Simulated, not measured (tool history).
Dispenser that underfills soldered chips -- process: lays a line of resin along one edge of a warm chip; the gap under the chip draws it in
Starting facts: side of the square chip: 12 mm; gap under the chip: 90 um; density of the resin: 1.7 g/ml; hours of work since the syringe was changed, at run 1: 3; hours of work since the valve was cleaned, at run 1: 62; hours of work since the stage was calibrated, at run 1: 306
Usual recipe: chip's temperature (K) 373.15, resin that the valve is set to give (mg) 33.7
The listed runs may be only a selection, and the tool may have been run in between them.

run	hour	chip's temperature (K)	resin that the valve is set to give (mg)	hours of work since the syringe was changed	hours of work since the valve was cleaned	hours of work since the stage was calibrated	time until the resin shows at the far edge (s)	resin that the valve gave (mg)
1	0	373.15	33.7	3	62	306	122.5	32.39
# hour 3.2: dispensing valve cleaned and set on the balance
# hour 6.1: new syringe of resin
2	10.7	373.15	33.7	3	5	312	119	33.36
# hour 16.6: new syringe of resin
3	19.7	373.15	33.7	2	10	318	113.7	33.42
4	25.9	373.15	33.7	6	14	322	131.5	33.16
# hour 26.9: new syringe of resin
5	34.3	373.15	33.7	5	19	327	124.2	33.15
# hour 37: new syringe of resin
6	45.4	373.15	33.7	5	26	334	131.2	32.99
# hour 47: new syringe of resin
7	55.9	373.15	36	6	33	341	129.3	35.02
# hour 57.4: new syringe of resin
# hour 68: new syringe of resin
8	68.5	373.15	36	0	41	348	110.5	35.05
9	75.3	383.15	33.7	5	45	353	83.7	32.66
# hour 78.7: new syringe of resin
10	85.1	368.15	33.7	4	51	359	155	32.7
# hour 88.9: new syringe of resin
11	96.2	373.15	33.7	5	58	366	125	32.3
# hour 98.6: new syringe of resin
# hour 104.9: dispensing valve cleaned and set on the balance
# hour 109.6: new syringe of resin
12	110.4	361.15	33.7	1	3	374	191.6	33.55
# hour 119.4: new syringe of resin
13	119.6	361.15	33.7	0	9	379	188.3	33.55
14	126.7	373.15	33.7	5	14	384	128.7	33.5
# hour 129.5: new syringe of resin
15	135	373.15	33.7	4	19	389	122.1	33.23
# hour 139.6: new syringe of resin
16	147.4	373.15	33.7	5	27	397	127.5	33.24
# hour 149.6: new syringe of resin
17	157.4	373.15	33.7	5	33	403	127.3	33.03
# hour 160: new syringe of resin
18	165	363.15	28.7	3	37	408	202.4	27.97
# hour 170.3: new syringe of resin
19	174.6	363.15	28.7	3	43	414	198.8	27.83
# hour 180.8: new syringe of resin
20	183.5	381.15	42.1	2	49	419	81.1	40.59
# hour 190.6: new syringe of resin
21	191	361.15	34.6	0	54	424	189.1	33.43
# hour 200.5: new syringe of resin
22	200.9	361.15	34.6	0	60	430	194.6	33.12
# hour 206.5: dispensing valve cleaned and set on the balance
23	207.4	367.15	34.2	4	1	434	164.3	34.16
# hour 211.2: new syringe of resin
24	214.1	367.15	34.2	2	5	438	154.2	34.17
# hour 221.8: new syringe of resin
25	222.8	367.15	34.2	1	10	443	146.7	34.01
26	229.4	383.15	38.3	5	14	447	82.6	37.84
# hour 232.3: new syringe of resin
27	239.1	365.15	30.8	4	20	453	185.9	30.53
# hour 242.5: new syringe of resin
28	251.4	368.15	36	6	28	461	165.8	35.28
# hour 252.8: new syringe of resin
29	259.3	368.15	36	4	33	466	158.2	35.13
# hour 262.8: new syringe of resin
30	267.6	365.15	34.1	3	38	471	177.9	33.41
# hour 272.9: new syringe of resin
31	274.9	365.15	34.1	1	43	476	164.8	33.17
# hour 282.6: new syringe of resin
32	287.5	380.15	31.3	3	50	484	91.4	30.37
# hour 292.8: new syringe of resin
33	299	380.15	31.3	4	58	491	96.1	30.1

Alternative continuations, all from the tool just after run 33; predict every row:
# hour 302.8: new syringe of resin
A	305.3	380.15	29.1	2	62	495	?	?
# hour 302.8: new syringe of resin
B	305.3	372.15	36.9	2	62	495	?	?
# hour 302.8: new syringe of resin
C	305.3	384.15	33.4	2	62	495	?	?
# hour 302.8: new syringe of resin
D	305.3	360.15	31.3	2	62	495	?	?
# hour 302.8: new syringe of resin
E	305.3	387.15	31.5	2	62	495	?	?

run	time until the resin shows at the far edge (s)	resin that the valve gave (mg)
A	88.9	28.04
B	119.6	35.35
C	72.2	32.15
D	210.9	30.1
E	63.6	30.31
Had the tool no hidden state, the same runs would have come out as:
run	time until the resin shows at the far edge (s)	resin that the valve gave (mg)
A	80.4	29.17
B	108.9	36.78
C	65.8	33.45
D	190.6	31.33
E	57.9	31.54
